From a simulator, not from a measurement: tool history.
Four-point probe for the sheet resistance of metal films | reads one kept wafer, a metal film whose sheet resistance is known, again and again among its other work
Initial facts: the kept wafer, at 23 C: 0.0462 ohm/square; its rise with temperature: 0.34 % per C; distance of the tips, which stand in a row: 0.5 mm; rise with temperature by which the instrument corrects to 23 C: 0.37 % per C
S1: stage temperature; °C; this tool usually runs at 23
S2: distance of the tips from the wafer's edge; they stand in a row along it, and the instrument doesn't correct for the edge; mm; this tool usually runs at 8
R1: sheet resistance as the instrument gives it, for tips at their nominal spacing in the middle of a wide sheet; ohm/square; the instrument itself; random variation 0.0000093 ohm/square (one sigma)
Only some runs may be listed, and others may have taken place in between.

{"run": 1, "hour": 0.0, "S1": 23, "S2": 8, "R1": 0.046509}
{"run": 2, "hour": 103.1, "S1": 23, "S2": 23, "R1": 0.046423}
{"run": 3, "hour": 172.0, "S1": 23, "S2": 17, "R1": 0.046456}
{"run": 4, "hour": 292.1, "S1": 23, "S2": 17, "R1": 0.046455}
{"run": 5, "hour": 347.4, "S1": 28, "S2": 17, "R1": 0.04638}
{"run": 6, "hour": 431.1, "S1": 23, "S2": 43, "R1": 0.046432}
{"run": 7, "hour": 524.9, "S1": 23, "S2": 43, "R1": 0.046444}
{"run": 8, "hour": 642.3, "S1": 20, "S2": 8, "R1": 0.0466}
{"run": 9, "hour": 719.4, "S1": 20, "S2": 8, "R1": 0.046601}
{"run": 10, "hour": 772.7, "S1": 20, "S2": 8, "R1": 0.046601}
{"run": 11, "hour": 857.4, "S1": 20, "S2": 8, "R1": 0.046604}
{"run": 12, "hour": 948.6, "S1": 20, "S2": 8, "R1": 0.046617}
{"run": 13, "hour": 1036.3, "S1": 20, "S2": 8, "R1": 0.046604}
{"run": 14, "hour": 1092.6, "S1": 20, "S2": 8, "R1": 0.046599}
{"run": 15, "hour": 1169.4, "S1": 20, "S2": 8, "R1": 0.046624}
{"run": 16, "hour": 1230.6, "S1": 20, "S2": 8, "R1": 0.04662}
{"run": 17, "hour": 1293.7, "S1": 23, "S2": 7, "R1": 0.046609}
{"run": 18, "hour": 1344.4, "S1": 23, "S2": 7, "R1": 0.046629}
{"run": 19, "hour": 1404.7, "S1": 23, "S2": 8, "R1": 0.04658}
{"run": 20, "hour": 1471.7, "S1": 23, "S2": 8, "R1": 0.046591}
{"run": 21, "hour": 1557.8, "S1": 23, "S2": 8, "R1": 0.046604}
{"run": 22, "hour": 1633.0, "S1": 23, "S2": 8, "R1": 0.046581}
{"run": 23, "hour": 1698.8, "S1": 23, "S2": 8, "R1": 0.046596}

Run 24, settings as shown, results not yet in. Your forecast:
{"run": 24, "hour": 1818.3, "S1": 23, "S2": 9, "R1": "?"}

Run 24 gave R1 0.046583 ohm/square.
With the hidden condition absent and the run-to-run variation left alone, this run would have shown R1 0.046267 ohm/square.
